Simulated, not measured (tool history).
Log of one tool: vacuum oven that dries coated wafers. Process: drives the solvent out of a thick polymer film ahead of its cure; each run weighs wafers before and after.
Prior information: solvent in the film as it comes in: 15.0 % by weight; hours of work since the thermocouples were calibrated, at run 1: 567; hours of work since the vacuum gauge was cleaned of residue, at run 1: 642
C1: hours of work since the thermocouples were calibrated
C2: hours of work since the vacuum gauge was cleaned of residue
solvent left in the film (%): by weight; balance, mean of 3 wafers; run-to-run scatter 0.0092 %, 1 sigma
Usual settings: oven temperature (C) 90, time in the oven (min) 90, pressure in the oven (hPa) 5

{"run": 1, "hour": 0.0, "oven temperature (C)": 90, "time in the oven (min)": 90, "pressure in the oven (hPa)": 5, "C1": 567, "C2": 642, "solvent left in the film (%)": 0.859}
{"run": 2, "hour": 44.2, "oven temperature (C)": 90, "time in the oven (min)": 59, "pressure in the oven (hPa)": 5, "C1": 599, "C2": 673, "solvent left in the film (%)": 2.012}
{"run": 3, "hour": 109.1, "oven temperature (C)": 85, "time in the oven (min)": 90, "pressure in the oven (hPa)": 5, "C1": 646, "C2": 720, "solvent left in the film (%)": 1.881}
{"run": 4, "hour": 141.8, "oven temperature (C)": 85, "time in the oven (min)": 90, "pressure in the oven (hPa)": 5, "C1": 670, "C2": 744, "solvent left in the film (%)": 1.857}
{"run": 5, "hour": 180.5, "oven temperature (C)": 85, "time in the oven (min)": 90, "pressure in the oven (hPa)": 5, "C1": 698, "C2": 772, "solvent left in the film (%)": 1.865}
{"run": 6, "hour": 216.2, "oven temperature (C)": 90, "time in the oven (min)": 90, "pressure in the oven (hPa)": 5, "C1": 724, "C2": 798, "solvent left in the film (%)": 0.858}
{"run": 7, "hour": 271.4, "oven temperature (C)": 90, "time in the oven (min)": 90, "pressure in the oven (hPa)": 5, "C1": 763, "C2": 838, "solvent left in the film (%)": 0.854}
{"run": 8, "hour": 336.2, "oven temperature (C)": 90, "time in the oven (min)": 90, "pressure in the oven (hPa)": 5, "C1": 810, "C2": 885, "solvent left in the film (%)": 0.856}
{"hour": 370.5, "done": "oven's thermocouples calibrated"}
{"run": 9, "hour": 373.3, "oven temperature (C)": 90, "time in the oven (min)": 90, "pressure in the oven (hPa)": 5, "C1": 2, "C2": 910, "solvent left in the film (%)": 0.872}
{"run": 10, "hour": 411.6, "oven temperature (C)": 90, "time in the oven (min)": 90, "pressure in the oven (hPa)": 5, "C1": 30, "C2": 938, "solvent left in the film (%)": 0.872}
{"run": 11, "hour": 468.5, "oven temperature (C)": 90, "time in the oven (min)": 90, "pressure in the oven (hPa)": 5, "C1": 71, "C2": 979, "solvent left in the film (%)": 0.838}
{"run": 12, "hour": 502.8, "oven temperature (C)": 90, "time in the oven (min)": 90, "pressure in the oven (hPa)": 5, "C1": 96, "C2": 1003, "solvent left in the film (%)": 0.867}
{"run": 13, "hour": 547.9, "oven temperature (C)": 90, "time in the oven (min)": 90, "pressure in the oven (hPa)": 5, "C1": 128, "C2": 1036, "solvent left in the film (%)": 0.855}
{"run": 14, "hour": 584.1, "oven temperature (C)": 88, "time in the oven (min)": 90, "pressure in the oven (hPa)": 5, "C1": 154, "C2": 1062, "solvent left in the film (%)": 1.202}
{"run": 15, "hour": 655.2, "oven temperature (C)": 88, "time in the oven (min)": 90, "pressure in the oven (hPa)": 5, "C1": 206, "C2": 1114, "solvent left in the film (%)": 1.202}
{"run": 16, "hour": 721.0, "oven temperature (C)": 88, "time in the oven (min)": 90, "pressure in the oven (hPa)": 5, "C1": 253, "C2": 1161, "solvent left in the film (%)": 1.201}
{"run": 17, "hour": 792.5, "oven temperature (C)": 90, "time in the oven (min)": 90, "pressure in the oven (hPa)": 5, "C1": 305, "C2": 1213, "solvent left in the film (%)": 0.857}
{"run": 18, "hour": 861.5, "oven temperature (C)": 90, "time in the oven (min)": 90, "pressure in the oven (hPa)": 5, "C1": 355, "C2": 1263, "solvent left in the film (%)": 0.856}
{"run": 19, "hour": 914.9, "oven temperature (C)": 90, "time in the oven (min)": 90, "pressure in the oven (hPa)": 5, "C1": 393, "C2": 1301, "solvent left in the film (%)": 0.851}
{"run": 20, "hour": 948.3, "oven temperature (C)": 90, "time in the oven (min)": 90, "pressure in the oven (hPa)": 5, "C1": 418, "C2": 1325, "solvent left in the film (%)": 0.862}
{"run": 21, "hour": 997.3, "oven temperature (C)": 90, "time in the oven (min)": 90, "pressure in the oven (hPa)": 4.23, "C1": 453, "C2": 1361, "solvent left in the film (%)": 0.83}
{"run": 22, "hour": 1069.2, "oven temperature (C)": 77, "time in the oven (min)": 90, "pressure in the oven (hPa)": 5, "C1": 505, "C2": 1413, "solvent left in the film (%)": 4.424}
{"run": 23, "hour": 1138.4, "oven temperature (C)": 77, "time in the oven (min)": 90, "pressure in the oven (hPa)": 5, "C1": 555, "C2": 1463, "solvent left in the film (%)": 4.387}
{"run": 24, "hour": 1215.2, "oven temperature (C)": 91, "time in the oven (min)": 127, "pressure in the oven (hPa)": 4.25, "C1": 610, "C2": 1518, "solvent left in the film (%)": 0.289}
{"run": 25, "hour": 1275.7, "oven temperature (C)": 87, "time in the oven (min)": 90, "pressure in the oven (hPa)": 2.9, "C1": 654, "C2": 1562, "solvent left in the film (%)": 1.329}
{"hour": 1313.1, "done": "vacuum gauge cleaned of residue and calibrated"}
{"run": 26, "hour": 1325.5, "oven temperature (C)": 101, "time in the oven (min)": 81, "pressure in the oven (hPa)": 19.95, "C1": 689, "C2": 9, "solvent left in the film (%)": 0.475}
{"run": 27, "hour": 1397.3, "oven temperature (C)": 90, "time in the oven (min)": 138, "pressure in the oven (hPa)": 16.45, "C1": 741, "C2": 61, "solvent left in the film (%)": 0.663}
{"run": 28, "hour": 1469.1, "oven temperature (C)": 90, "time in the oven (min)": 138, "pressure in the oven (hPa)": 16.45, "C1": 793, "C2": 113, "solvent left in the film (%)": 0.682}
{"run": 29, "hour": 1509.6, "oven temperature (C)": 77, "time in the oven (min)": 156, "pressure in the oven (hPa)": 16.45, "C1": 822, "C2": 142, "solvent left in the film (%)": 2.732}
{"hour": 1527.9, "done": "oven's thermocouples calibrated"}
{"run": 30, "hour": 1552.5, "oven temperature (C)": 77, "time in the oven (min)": 156, "pressure in the oven (hPa)": 16.45, "C1": 18, "C2": 172, "solvent left in the film (%)": 2.705}
{"run": 31, "hour": 1595.5, "oven temperature (C)": 77, "time in the oven (min)": 156, "pressure in the oven (hPa)": 11.67, "C1": 49, "C2": 203, "solvent left in the film (%)": 2.49}
{"run": 32, "hour": 1664.7, "oven temperature (C)": 87, "time in the oven (min)": 68, "pressure in the oven (hPa)": 10.79, "C1": 99, "C2": 253, "solvent left in the film (%)": 2.502}
{"run": 33, "hour": 1711.9, "oven temperature (C)": 105, "time in the oven (min)": 105, "pressure in the oven (hPa)": 19.35, "C1": 133, "C2": 287, "solvent left in the film (%)": 0.358}
{"run": 34, "hour": 1792.7, "oven temperature (C)": 83, "time in the oven (min)": 115, "pressure in the oven (hPa)": 6.99, "C1": 191, "C2": 345, "solvent left in the film (%)": 1.662}
{"run": 35, "hour": 1832.8, "oven temperature (C)": 83, "time in the oven (min)": 115, "pressure in the oven (hPa)": 6.99, "C1": 220, "C2": 374, "solvent left in the film (%)": 1.682}
{"run": 36, "hour": 1888.9, "oven temperature (C)": 83, "time in the oven (min)": 115, "pressure in the oven (hPa)": 6.99, "C1": 261, "C2": 415, "solvent left in the film (%)": 1.679}
{"run": 37, "hour": 1947.1, "oven temperature (C)": 100, "time in the oven (min)": 123, "pressure in the oven (hPa)": 5.18, "C1": 303, "C2": 457, "solvent left in the film (%)": 0.11}
{"run": 38, "hour": 1979.7, "oven temperature (C)": 100, "time in the oven (min)": 123, "pressure in the oven (hPa)": 5.18, "C1": 327, "C2": 480, "solvent left in the film (%)": 0.121}
{"run": 39, "hour": 2038.4, "oven temperature (C)": 90, "time in the oven (min)": 93, "pressure in the oven (hPa)": 5, "C1": 369, "C2": 523, "solvent left in the film (%)": 0.794}
{"run": 40, "hour": 2092.1, "oven temperature (C)": 81, "time in the oven (min)": 120, "pressure in the oven (hPa)": 7.8, "C1": 408, "C2": 562, "solvent left in the film (%)": 2.071}
{"run": 41, "hour": 2145.5, "oven temperature (C)": 89, "time in the oven (min)": 53, "pressure in the oven (hPa)": 7.8, "C1": 446, "C2": 600, "solvent left in the film (%)": 2.77}
{"run": 42, "hour": 2217.6, "oven temperature (C)": 85, "time in the oven (min)": 118, "pressure in the oven (hPa)": 12.92, "C1": 498, "C2": 652, "solvent left in the film (%)": 1.39}
{"run": 43, "hour": 2257.0, "oven temperature (C)": 77, "time in the oven (min)": 57, "pressure in the oven (hPa)": 3.86, "C1": 527, "C2": 681, "solvent left in the film (%)": 6.327}
{"run": 44, "hour": 2316.1, "oven temperature (C)": 90, "time in the oven (min)": 132, "pressure in the oven (hPa)": 5.09, "C1": 570, "C2": 723, "solvent left in the film (%)": 0.352}
{"run": 45, "hour": 2384.9, "oven temperature (C)": 90, "time in the oven (min)": 128, "pressure in the oven (hPa)": 5.09, "C1": 619, "C2": 773, "solvent left in the film (%)": 0.364}
{"run": 46, "hour": 2419.1, "oven temperature (C)": 87, "time in the oven (min)": 95, "pressure in the oven (hPa)": 12.49, "C1": 644, "C2": 798, "solvent left in the film (%)": 1.5}

Consider 5 possible next runs. They are alternatives, not a sequence: every one starts from the tool as it was left by run 46. What does each give?
{"run": "A", "hour": 2463.9, "oven temperature (C)": 89, "time in the oven (min)": 60, "pressure in the oven (hPa)": 12.49, "C1": 677, "C2": 830, "solvent left in the film (%)": "?"}
{"run": "B", "hour": 2463.9, "oven temperature (C)": 96, "time in the oven (min)": 131, "pressure in the oven (hPa)": 5.62, "C1": 677, "C2": 830, "solvent left in the film (%)": "?"}
{"run": "C", "hour": 2463.9, "oven temperature (C)": 103, "time in the oven (min)": 132, "pressure in the oven (hPa)": 6.25, "C1": 677, "C2": 830, "solvent left in the film (%)": "?"}
{"run": "D", "hour": 2463.9, "oven temperature (C)": 93, "time in the oven (min)": 90, "pressure in the oven (hPa)": 2.95, "C1": 677, "C2": 830, "solvent left in the film (%)": "?"}
{"run": "E", "hour": 2463.9, "oven temperature (C)": 85, "time in the oven (min)": 85, "pressure in the oven (hPa)": 17.82, "C1": 677, "C2": 830, "solvent left in the film (%)": "?"}

run=A solvent_left_in_the_film_(%)=2.439
run=B solvent_left_in_the_film_(%)=0.171
run=C solvent_left_in_the_film_(%)=0.115
run=D solvent_left_in_the_film_(%)=0.43
run=E solvent_left_in_the_film_(%)=2.507
Take away the tool's hidden state, keep each run's random variation, and the runs would have read:
run=A solvent_left_in_the_film_(%)=2.44
run=B solvent_left_in_the_film_(%)=0.169
run=C solvent_left_in_the_film_(%)=0.114
run=D solvent_left_in_the_film_(%)=0.429
run=E solvent_left_in_the_film_(%)=2.507
